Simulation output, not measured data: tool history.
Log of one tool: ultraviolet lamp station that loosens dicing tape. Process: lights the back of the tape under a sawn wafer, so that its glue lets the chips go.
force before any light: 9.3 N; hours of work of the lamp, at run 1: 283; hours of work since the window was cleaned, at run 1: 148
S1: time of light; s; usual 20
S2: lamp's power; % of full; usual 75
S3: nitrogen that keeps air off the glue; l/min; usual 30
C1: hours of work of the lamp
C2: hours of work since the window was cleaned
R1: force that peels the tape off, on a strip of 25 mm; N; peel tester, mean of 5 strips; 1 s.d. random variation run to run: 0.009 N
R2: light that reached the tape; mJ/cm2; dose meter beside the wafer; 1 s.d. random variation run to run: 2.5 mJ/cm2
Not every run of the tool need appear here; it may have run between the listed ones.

{"run": 1, "day": 0.0, "S1": 20, "S2": 75, "S3": 30, "C1": 283, "C2": 148, "R1": 0.555, "R2": 267}
{"run": 2, "day": 0.683, "S1": 20, "S2": 75, "S3": 30, "C1": 293, "C2": 158, "R1": 0.581, "R2": 267}
{"run": 3, "day": 1.621, "S1": 27, "S2": 75, "S3": 30, "C1": 306, "C2": 172, "R1": 0.263, "R2": 357}
{"run": 4, "day": 2.325, "S1": 27, "S2": 75, "S3": 30, "C1": 316, "C2": 182, "R1": 0.257, "R2": 357}
{"run": 5, "day": 3.183, "S1": 27, "S2": 75, "S3": 30, "C1": 328, "C2": 194, "R1": 0.281, "R2": 354}
{"run": 6, "day": 4.1, "S1": 13, "S2": 75, "S3": 30, "C1": 341, "C2": 207, "R1": 1.55, "R2": 169}
{"run": 7, "day": 5.221, "S1": 13, "S2": 75, "S3": 30, "C1": 358, "C2": 223, "R1": 1.553, "R2": 166}
{"day": 5.717, "done": "window cleaned of glue's vapour"}
{"run": 8, "day": 5.725, "S1": 13, "S2": 75, "S3": 30, "C1": 364, "C2": 0, "R1": 1.635, "R2": 160}
{"run": 9, "day": 6.388, "S1": 20, "S2": 75, "S3": 30, "C1": 374, "C2": 10, "R1": 0.689, "R2": 248}
{"run": 10, "day": 7.5, "S1": 20, "S2": 75, "S3": 30, "C1": 390, "C2": 26, "R1": 0.687, "R2": 246}
{"run": 11, "day": 8.504, "S1": 20, "S2": 75, "S3": 30, "C1": 404, "C2": 40, "R1": 0.703, "R2": 245}
{"run": 12, "day": 9.462, "S1": 17, "S2": 75, "S3": 30, "C1": 418, "C2": 54, "R1": 1.051, "R2": 206}
{"run": 13, "day": 10.3, "S1": 13, "S2": 75, "S3": 30, "C1": 430, "C2": 66, "R1": 1.75, "R2": 156}
{"run": 14, "day": 11.312, "S1": 13, "S2": 75, "S3": 30, "C1": 444, "C2": 80, "R1": 1.789, "R2": 154}
{"day": 11.775, "done": "window cleaned of glue's vapour, once more"}
{"run": 15, "day": 11.825, "S1": 13, "S2": 75, "S3": 30, "C1": 452, "C2": 1, "R1": 1.49, "R2": 171}
{"run": 16, "day": 12.371, "S1": 37, "S2": 75, "S3": 30, "C1": 459, "C2": 9, "R1": 0.121, "R2": 482}
{"run": 17, "day": 12.858, "S1": 37, "S2": 75, "S3": 30, "C1": 466, "C2": 16, "R1": 0.118, "R2": 484}
{"run": 18, "day": 13.979, "S1": 37, "S2": 75, "S3": 15, "C1": 482, "C2": 32, "R1": 0.252, "R2": 477}
{"run": 19, "day": 15.029, "S1": 37, "S2": 75, "S3": 15, "C1": 497, "C2": 47, "R1": 0.255, "R2": 474}
{"run": 20, "day": 15.867, "S1": 37, "S2": 75, "S3": 15, "C1": 509, "C2": 59, "R1": 0.261, "R2": 466}
{"run": 21, "day": 16.917, "S1": 37, "S2": 75, "S3": 15, "C1": 524, "C2": 74, "R1": 0.276, "R2": 460}
{"run": 22, "day": 18.0, "S1": 37, "S2": 75, "S3": 15, "C1": 540, "C2": 89, "R1": 0.281, "R2": 461}
{"run": 23, "day": 18.592, "S1": 18, "S2": 75, "S3": 16, "C1": 548, "C2": 98, "R1": 1.471, "R2": 223}
{"run": 24, "day": 19.121, "S1": 18, "S2": 75, "S3": 16, "C1": 556, "C2": 105, "R1": 1.514, "R2": 220}
{"run": 25, "day": 20.229, "S1": 14, "S2": 67, "S3": 48, "C1": 572, "C2": 121, "R1": 1.308, "R2": 153}
{"run": 26, "day": 20.875, "S1": 12, "S2": 67, "S3": 48, "C1": 581, "C2": 130, "R1": 1.802, "R2": 134}
{"run": 27, "day": 22.008, "S1": 30, "S2": 95, "S3": 24, "C1": 597, "C2": 147, "R1": 0.18, "R2": 455}
{"run": 28, "day": 22.525, "S1": 15, "S2": 82, "S3": 31, "C1": 605, "C2": 154, "R1": 1.112, "R2": 194}
{"run": 29, "day": 23.525, "S1": 15, "S2": 82, "S3": 31, "C1": 619, "C2": 168, "R1": 1.182, "R2": 195}
{"run": 30, "day": 24.3, "S1": 15, "S2": 82, "S3": 31, "C1": 630, "C2": 179, "R1": 1.153, "R2": 193}
{"run": 31, "day": 25.446, "S1": 16, "S2": 89, "S3": 41, "C1": 647, "C2": 196, "R1": 0.712, "R2": 220}
{"run": 32, "day": 26.183, "S1": 16, "S2": 89, "S3": 41, "C1": 657, "C2": 206, "R1": 0.7, "R2": 218}
{"run": 33, "day": 27.138, "S1": 16, "S2": 89, "S3": 41, "C1": 671, "C2": 220, "R1": 0.731, "R2": 218}
{"day": 27.867, "done": "window cleaned of glue's vapour"}
{"run": 34, "day": 28.188, "S1": 19, "S2": 75, "S3": 15, "C1": 686, "C2": 5, "R1": 1.401, "R2": 230}
{"run": 35, "day": 28.888, "S1": 19, "S2": 61, "S3": 48, "C1": 696, "C2": 15, "R1": 0.929, "R2": 183}
{"run": 36, "day": 29.658, "S1": 19, "S2": 61, "S3": 48, "C1": 707, "C2": 26, "R1": 0.922, "R2": 182}
{"run": 37, "day": 30.496, "S1": 22, "S2": 79, "S3": 26, "C1": 719, "C2": 38, "R1": 0.628, "R2": 274}
{"run": 38, "day": 31.458, "S1": 22, "S2": 79, "S3": 26, "C1": 732, "C2": 51, "R1": 0.618, "R2": 268}
{"run": 39, "day": 32.275, "S1": 20, "S2": 75, "S3": 25, "C1": 744, "C2": 63, "R1": 0.957, "R2": 232}
{"run": 40, "day": 33.067, "S1": 10, "S2": 73, "S3": 17, "C1": 755, "C2": 74, "R1": 3.597, "R2": 112}
{"run": 41, "day": 33.771, "S1": 15, "S2": 96, "S3": 22, "C1": 766, "C2": 85, "R1": 1.21, "R2": 216}
{"run": 42, "day": 34.638, "S1": 15, "S2": 96, "S3": 22, "C1": 778, "C2": 97, "R1": 1.193, "R2": 214}

For each entry between runs, how does the tool's hidden state at the last listed run before it compare with that at the first listed run after it?
In the gap between runs 7 and 8: window cleaned of glue's vapour (day 5.717)
  lamp's light, % of a new lamp's: 87.5 -> 87.3; light that the window lets through, % of a clean one's: 93.1 -> 91.3
  measured minus no-state result, R1: +0.503 -> +0.568 N; R2: -38 -> -42 mJ/cm2
In the gap between runs 14 and 15: window cleaned of glue's vapour, once more (day 11.775)
  lamp's light, % of a new lamp's: 84.7 -> 84.5; light that the window lets through, % of a clean one's: 88.8 -> 100
  measured minus no-state result, R1: +0.731 -> +0.417 N; R2: -50 -> -31 mJ/cm2
In the gap between runs 33 and 34: window cleaned of glue's vapour (day 27.867)
  lamp's light, % of a new lamp's: 77.3 -> 76.8; light that the window lets through, % of a clean one's: 93.1 -> 99.7
  measured minus no-state result, R1: +0.418 -> +0.582 N; R2: -84 -> -70 mJ/cm2
